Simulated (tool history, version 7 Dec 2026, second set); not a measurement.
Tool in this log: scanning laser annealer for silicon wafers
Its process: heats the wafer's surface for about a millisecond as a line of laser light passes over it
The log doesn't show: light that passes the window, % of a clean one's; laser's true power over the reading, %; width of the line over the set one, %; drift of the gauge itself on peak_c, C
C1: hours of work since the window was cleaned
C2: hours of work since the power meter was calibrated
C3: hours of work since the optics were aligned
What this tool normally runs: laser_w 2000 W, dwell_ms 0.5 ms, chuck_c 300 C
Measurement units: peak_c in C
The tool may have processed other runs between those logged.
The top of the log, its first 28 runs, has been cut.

Run 29, day 13.2: usual settings but laser_w 1867 W, dwell_ms 0.553 ms, chuck_c 284 C; C1 484; C2 527; C3 1179. Result: peak_c 949 C.
Run 30, day 13.779: usual settings but laser_w 1867 W, dwell_ms 0.553 ms, chuck_c 284 C; C1 492; C2 535; C3 1187. Result: peak_c 952 C.
Run 31, day 14.158: usual settings but laser_w 1867 W, dwell_ms 0.553 ms, chuck_c 284 C; C1 497; C2 540; C3 1192. Result: peak_c 953 C.
Run 32, day 14.571: usual settings but laser_w 2019 W, dwell_ms 0.481 ms, chuck_c 284 C; C1 503; C2 546; C3 1198. Result: peak_c 965 C.
Run 33, day 15.112: usual settings but laser_w 1791 W, dwell_ms 0.459 ms, chuck_c 298 C; C1 511; C2 554; C3 1206. Result: peak_c 883 C.
Run 34, day 15.554: usual settings but laser_w 1791 W, dwell_ms 0.459 ms, chuck_c 298 C; C1 517; C2 560; C3 1212. Result: peak_c 881 C.
Run 35, day 15.842: usual settings but laser_w 1791 W, dwell_ms 0.459 ms, chuck_c 298 C; C1 522; C2 564; C3 1216. Result: peak_c 876 C.
Run 36, day 16.367: usual settings but laser_w 1791 W, dwell_ms 0.459 ms, chuck_c 298 C; C1 529; C2 572; C3 1224. Result: peak_c 880 C.
Run 37, day 16.658: usual settings but laser_w 1791 W, dwell_ms 0.607 ms, chuck_c 317 C; C1 533; C2 576; C3 1228. Result: peak_c 979 C.
Run 38, day 17.108: usual settings but dwell_ms 0.619 ms, chuck_c 295 C; C1 540; C2 582; C3 1234. Result: peak_c 1055 C.

4 options for the next run, each taken on its own from the tool as it stands now. Forecast them:
Run A, day 17.421: usual settings but laser_w 1822 W, dwell_ms 0.503 ms, chuck_c 319 C; C1 544; C2 587; C3 1239. Result: peak_c ?.
Run B, day 17.421: usual settings but chuck_c 305 C; C1 544; C2 587; C3 1239. Result: peak_c ?.
Run C, day 17.421: usual settings but laser_w 2011 W, dwell_ms 0.442 ms, chuck_c 328 C; C1 544; C2 587; C3 1239. Result: peak_c ?.
Run D, day 17.421: usual settings but dwell_ms 0.493 ms, chuck_c 295 C; C1 544; C2 587; C3 1239. Result: peak_c ?.

run  peak_c
  A     939
  B     995
  C     980
  D     976
Without the tool's unlogged condition, the same runs would have read:
run  peak_c
  A     963
  B    1022
  C    1006
  D    1003
